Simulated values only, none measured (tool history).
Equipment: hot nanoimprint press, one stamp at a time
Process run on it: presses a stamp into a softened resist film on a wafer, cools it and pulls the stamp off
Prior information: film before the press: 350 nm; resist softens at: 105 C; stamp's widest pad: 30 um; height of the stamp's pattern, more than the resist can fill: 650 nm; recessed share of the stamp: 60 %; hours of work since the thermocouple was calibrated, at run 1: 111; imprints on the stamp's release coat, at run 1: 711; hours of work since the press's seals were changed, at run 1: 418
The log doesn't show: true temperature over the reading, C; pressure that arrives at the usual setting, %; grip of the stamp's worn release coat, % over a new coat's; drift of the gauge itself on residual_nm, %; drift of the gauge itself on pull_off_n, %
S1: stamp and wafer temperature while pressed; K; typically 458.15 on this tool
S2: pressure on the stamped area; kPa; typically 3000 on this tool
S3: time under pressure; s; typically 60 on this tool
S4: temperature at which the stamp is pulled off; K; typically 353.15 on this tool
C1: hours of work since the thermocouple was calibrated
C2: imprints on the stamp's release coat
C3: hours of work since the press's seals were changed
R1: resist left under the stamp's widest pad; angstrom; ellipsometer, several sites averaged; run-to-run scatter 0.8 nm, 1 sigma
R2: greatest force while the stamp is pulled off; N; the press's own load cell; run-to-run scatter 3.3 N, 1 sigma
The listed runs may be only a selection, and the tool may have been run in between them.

run   hour      S1    S2  S3      S4   C1    C2   C3    R1   R2
  1      0  458.15  3000  60  353.15  111   711  418  1900  157
  2   29.9  458.15  3000  60  353.15  131   845  438  1903  162
  3   55.6  458.15  3000  60  353.15  149   960  456  1899  160
  4   90.9  458.15  3000  60  353.15  174  1119  481  1910  160
  5  124.9  458.15  3000  60  353.15  198  1271  505  1903  153
  6  145.5  458.15  3000  60  353.15  212  1364  519  1893  160
  7  162.1  458.15  3000  60  353.15  224  1438  531  1901  165
  8  185.1  458.15  3000  60  353.15  240  1541  547  1895  159
  9  214.3  458.15  3000  60  359.15  260  1672  567  1912  137
 10  246.8  458.15  3000  60  359.15  283  1818  590  1903  139
 11  271.2  458.15  3000  60  359.15  300  1928  607  1896  138
 12  291.3  458.15  3000  60  359.15  314  2018  621  1899  139
 13  317.2  458.15  3000  60  359.15  332  2134  639  1899  138
     330.6  -- stamp cleaned and given a new release coat
 14  342.5  458.15  3000  60  348.15  345    54  653  1903  177
 15  377.5  458.15  3000  60  348.15  370   211  677  1899  184
 16  411.1  458.15  2810  60  343.15  393   362  700  1934  201
 17  438.1  460.15  3180  60  353.15  412   483  719  1733  160
 18  456.5  460.15  3180  60  353.15  425   566  732  1714  163
 19  489.6  461.15  2050  60  342.15  448   714  755  1960  197
     496.7  -- plate thermocouple calibrated
 20  530.7  458.15  3000  44  353.15   24   885  782  2081  158
 21  549.8  458.15  3000  44  353.15   37   971  795  2091  161
 22  567.9  458.15  3000  60  339.15   50  1052  808  1875  222
       586  -- gauge calibrated
 23    591  458.15  3000  60  339.15   66  1156  824  1919  214
 24  612.8  467.15  2270  39  346.15   81  1254  839  1858  191
 25  632.3  467.15  4030  32  346.15   95  1341  853  1581  182
 26  662.8  464.15  3460  81  347.15  116  1478  874  1292  188
 27  696.1  458.15  3600  37  353.15  139  1627  897  2100  158
 28  726.5  458.15  1820  50  339.15  160  1764  919  2372  211
 29  756.7  458.15  4200  41  341.15  182  1900  940  1932  208

Forecast each of these 4 alternatives for the next run:
  A  787.1  458.15  4200   41  341.15  203  2036  961   ?   ?
  B  787.1  451.15  4200   41  360.15  203  2036  961   ?   ?
  C  787.1  457.15  3000  110  340.15  203  2036  961   ?   ?
  D  787.1  458.15  4470   53  354.15  203  2036  961   ?   ?

run    R1   R2
  A  1904  213
  B  2359  134
  C  1571  212
  D  1695  158
Stripped of hidden state, with their random variation kept, the same runs would have yielded:
run    R1   R2
  A  1917  210
  B  2376  132
  C  1581  209
  D  1706  156
